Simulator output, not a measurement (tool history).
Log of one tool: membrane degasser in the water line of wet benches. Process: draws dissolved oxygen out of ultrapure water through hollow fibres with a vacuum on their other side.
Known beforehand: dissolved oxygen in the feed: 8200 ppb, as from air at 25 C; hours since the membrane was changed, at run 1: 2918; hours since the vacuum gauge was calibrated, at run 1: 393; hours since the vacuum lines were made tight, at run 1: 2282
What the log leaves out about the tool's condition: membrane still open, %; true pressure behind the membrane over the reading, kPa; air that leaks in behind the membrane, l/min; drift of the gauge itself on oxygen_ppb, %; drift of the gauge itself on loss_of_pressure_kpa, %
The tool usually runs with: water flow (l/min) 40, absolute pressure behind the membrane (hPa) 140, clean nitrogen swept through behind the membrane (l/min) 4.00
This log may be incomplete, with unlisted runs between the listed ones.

| run | hour | water flow (l/min) | absolute pressure behind the membrane (hPa) | clean nitrogen swept through behind the membrane (l/min) | hours since the membrane was changed | hours since the vacuum gauge was calibrated | hours since the vacuum lines were made tight | dissolved oxygen in the water behind the degasser (ppb) | pressure that the water loses in the fibres (hPa) |
|---|---|---|---|---|---|---|---|---|---|
| 1 | 0.0 | 40 | 140 | 4.00 | 2918 | 393 | 2282 | 342.7 | 546.6 |
| 2 | 101.2 | 40 | 140 | 4.00 | 3019 | 494 | 2383 | 343.5 | 549.2 |
| 3 | 209.1 | 40 | 140 | 4.00 | 3127 | 602 | 2491 | 343.8 | 549.0 |
| 4 | 287.9 | 40 | 140 | 4.00 | 3205 | 681 | 2569 | 345.1 | 549.3 |
| 5 | 374.6 | 40 | 140 | 4.00 | 3292 | 768 | 2656 | 345.6 | 548.6 |
| 6 | 490.6 | 40 | 140 | 4.00 | 3408 | 884 | 2772 | 345.2 | 548.5 |
| 7 | 600.0 | 40 | 140 | 1.89 | 3518 | 993 | 2882 | 574.8 | 550.0 |
| 8 | 738.6 | 40 | 140 | 1.89 | 3656 | 1132 | 3020 | 574.4 | 547.6 |
| 9 | 882.5 | 40 | 345 | 4.00 | 3800 | 1275 | 3164 | 769.6 | 551.9 |
|  | 894.5 | vacuum gauge calibrated |
| 10 | 948.9 | 40 | 345 | 4.00 | 3866 | 54 | 3230 | 778.0 | 549.0 |
| 11 | 1027.0 | 40 | 197 | 2.55 | 3944 | 133 | 3308 | 650.4 | 551.9 |
| 12 | 1145.1 | 40 | 207 | 4.00 | 4062 | 251 | 3426 | 488.8 | 548.3 |
| 13 | 1207.4 | 40 | 93 | 2.63 | 4125 | 313 | 3488 | 307.2 | 551.4 |
| 14 | 1286.6 | 40 | 132 | 2.63 | 4204 | 392 | 3568 | 434.0 | 550.9 |
| 15 | 1355.3 | 40 | 132 | 2.63 | 4272 | 461 | 3636 | 432.5 | 554.2 |
|  | 1449.1 | vacuum gauge calibrated, once more |
| 16 | 1502.9 | 52 | 106 | 2.60 | 4419 | 54 | 3783 | 541.0 | 717.4 |
| 17 | 1565.8 | 40 | 158 | 8.91 | 4482 | 117 | 3846 | 233.9 | 550.1 |

How would selected steps in dissolved oxygen in the water behind the degasser (ppb) from run to run divide? Give the signed amount a tool lacking its hidden state would still show from settings, what came in and random variation, and the signed amount left for the hidden state, including any gauge scatter that is not in both of the compared results.
Run 16 -> 17: water flow (l/min) 52 -> 40, absolute pressure behind the membrane (hPa) 106 -> 158, clean nitrogen swept through behind the membrane (l/min) 2.60 -> 8.91. dissolved oxygen in the water behind the degasser (ppb) -307.1: hidden state -5.0, all else -302.1.
